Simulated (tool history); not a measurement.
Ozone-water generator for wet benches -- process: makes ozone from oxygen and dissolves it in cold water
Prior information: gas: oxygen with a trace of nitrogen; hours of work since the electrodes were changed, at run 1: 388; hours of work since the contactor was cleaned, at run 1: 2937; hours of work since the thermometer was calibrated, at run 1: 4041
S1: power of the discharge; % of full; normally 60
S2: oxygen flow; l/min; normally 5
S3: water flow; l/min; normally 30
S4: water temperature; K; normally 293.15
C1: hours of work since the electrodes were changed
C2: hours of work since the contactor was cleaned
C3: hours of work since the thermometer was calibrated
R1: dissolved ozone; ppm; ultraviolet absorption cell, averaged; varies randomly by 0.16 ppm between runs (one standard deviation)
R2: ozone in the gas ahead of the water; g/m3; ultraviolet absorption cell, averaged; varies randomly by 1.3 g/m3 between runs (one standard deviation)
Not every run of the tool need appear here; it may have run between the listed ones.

run 1 hour=0 | S1=60 S2=5 S3=30 S4=293.15 | C1=388 C2=2937 C3=4041 | R1=19.2 R2=236.1
run 2 hour=29.1 | S1=60 S2=5 S3=30 S4=293.15 | C1=417 C2=2965 C3=4070 | R1=19.3 R2=236.7
run 3 hour=48.4 | S1=60 S2=5 S3=30 S4=293.15 | C1=436 C2=2985 C3=4089 | R1=19.3 R2=238.8
run 4 hour=68.7 | S1=60 S2=5 S3=30 S4=293.15 | C1=456 C2=3005 C3=4109 | R1=19.4 R2=236.7
run 5 hour=97 | S1=60 S2=5 S3=30 S4=293.15 | C1=484 C2=3033 C3=4137 | R1=19.3 R2=237.5
run 6 hour=116.2 | S1=60 S2=5 S3=30 S4=293.15 | C1=503 C2=3052 C3=4156 | R1=19.1 R2=238.1
run 7 hour=132.1 | S1=60 S2=5 S3=30 S4=293.15 | C1=518 C2=3067 C3=4172 | R1=18.9 R2=235.6
run 8 hour=148.2 | S1=60 S2=5 S3=30 S4=293.15 | C1=534 C2=3083 C3=4188 | R1=19.1 R2=236.6
run 9 hour=173.8 | S1=100 S2=5 S3=30 S4=293.15 | C1=560 C2=3109 C3=4213 | R1=27 R2=329
run 10 hour=204.5 | S1=100 S2=5 S3=30 S4=293.15 | C1=590 C2=3139 C3=4244 | R1=27.1 R2=331.2
run 11 hour=223.9 | S1=100 S2=5 S3=30 S4=293.15 | C1=609 C2=3158 C3=4263 | R1=26.6 R2=328.3
run 12 hour=246.7 | S1=100 S2=5 S3=30 S4=293.15 | C1=632 C2=3181 C3=4285 | R1=26.9 R2=328.2
run 13 hour=267.2 | S1=100 S2=5 S3=30 S4=292.15 | C1=652 C2=3201 C3=4306 | R1=27 R2=329.2
run 14 hour=294.9 | S1=100 S2=6.52 S3=30 S4=292.15 | C1=680 C2=3228 C3=4333 | R1=27.4 R2=284.8
run 15 hour=322.4 | S1=100 S2=6.52 S3=30 S4=292.15 | C1=707 C2=3256 C3=4360 | R1=27.8 R2=285.9
run 16 hour=348 | S1=100 S2=6.52 S3=30 S4=292.15 | C1=732 C2=3281 C3=4386 | R1=27.4 R2=283.9
run 17 hour=372.3 | S1=100 S2=6.52 S3=30 S4=292.15 | C1=756 C2=3305 C3=4410 | R1=27.4 R2=281
run 18 hour=394.9 | S1=100 S2=6.52 S3=30 S4=292.15 | C1=778 C2=3327 C3=4432 | R1=26.9 R2=285
run 19 hour=424.4 | S1=100 S2=6.52 S3=30 S4=292.15 | C1=808 C2=3357 C3=4461 | R1=27.1 R2=282.1
run 20 hour=439.3 | S1=60 S2=5 S3=29 S4=288.15 | C1=822 C2=3371 C3=4476 | R1=20.8 R2=234.4
-- hour=442 water thermometer calibrated
run 21 hour=458.9 | S1=61 S2=8.65 S3=28 S4=293.15 | C1=841 C2=3390 C3=17 | R1=20.6 R2=175.3
run 22 hour=475.3 | S1=61 S2=8.65 S3=28 S4=293.15 | C1=858 C2=3406 C3=33 | R1=20.1 R2=175.7
-- hour=490.2 water thermometer calibrated, once more
run 23 hour=503.6 | S1=61 S2=8.65 S3=28 S4=293.15 | C1=885 C2=3434 C3=13 | R1=20.6 R2=174.2
run 24 hour=526.5 | S1=61 S2=7.46 S3=34 S4=291.15 | C1=908 C2=3457 C3=36 | R1=18.2 R2=190.7
run 25 hour=555.9 | S1=60 S2=4.64 S3=20 S4=293.15 | C1=937 C2=3486 C3=65 | R1=25.8 R2=241.9
run 26 hour=580.8 | S1=60 S2=4.64 S3=20 S4=293.15 | C1=961 C2=3510 C3=90 | R1=25.4 R2=242.7
run 27 hour=612.1 | S1=60 S2=3.21 S3=30 S4=291.15 | C1=992 C2=3541 C3=121 | R1=18.2 R2=296
run 28 hour=625.4 | S1=44 S2=3.21 S3=30 S4=293.15 | C1=1006 C2=3554 C3=134 | R1=14.5 R2=244.2
run 29 hour=650.1 | S1=96 S2=5 S3=46 S4=293.15 | C1=1030 C2=3579 C3=158 | R1=17.7 R2=313.9
run 30 hour=680.2 | S1=60 S2=5.29 S3=47 S4=293.15 | C1=1060 C2=3609 C3=188 | R1=12.7 R2=225.6
run 31 hour=706.3 | S1=76 S2=3.94 S3=30 S4=293.15 | C1=1086 C2=3635 C3=214 | R1=21.2 R2=310.5
run 32 hour=720.2 | S1=76 S2=5.22 S3=29 S4=293.15 | C1=1099 C2=3648 C3=228 | R1=22.6 R2=261
run 33 hour=740.3 | S1=54 S2=5 S3=30 S4=289.15 | C1=1119 C2=3668 C3=248 | R1=18.2 R2=216.2

How the hidden state differs across the entries between the runs, from the last listed run before each to the first after it:
After run 20, before run 21: water thermometer calibrated (hour 442)
  true water temperature over the reading, C: 0.25 -> 0.41
  measured minus no-state result, R1: -1.1 -> -1.2 ppm; R2: -5.5 -> -4.3 g/m3
After run 22, before run 23: water thermometer calibrated, once more (hour 490.2)
  yield of the discharge, % of new electrodes': 97.3 -> 97.2; contactor's efficiency, % of a clean one's: 94.5 -> 94.4; true water temperature over the reading, C: 0.41 -> -0.04
  measured minus no-state result, R1: -1.1 -> -1.1 ppm; R2: -4.4 -> -4.5 g/m3

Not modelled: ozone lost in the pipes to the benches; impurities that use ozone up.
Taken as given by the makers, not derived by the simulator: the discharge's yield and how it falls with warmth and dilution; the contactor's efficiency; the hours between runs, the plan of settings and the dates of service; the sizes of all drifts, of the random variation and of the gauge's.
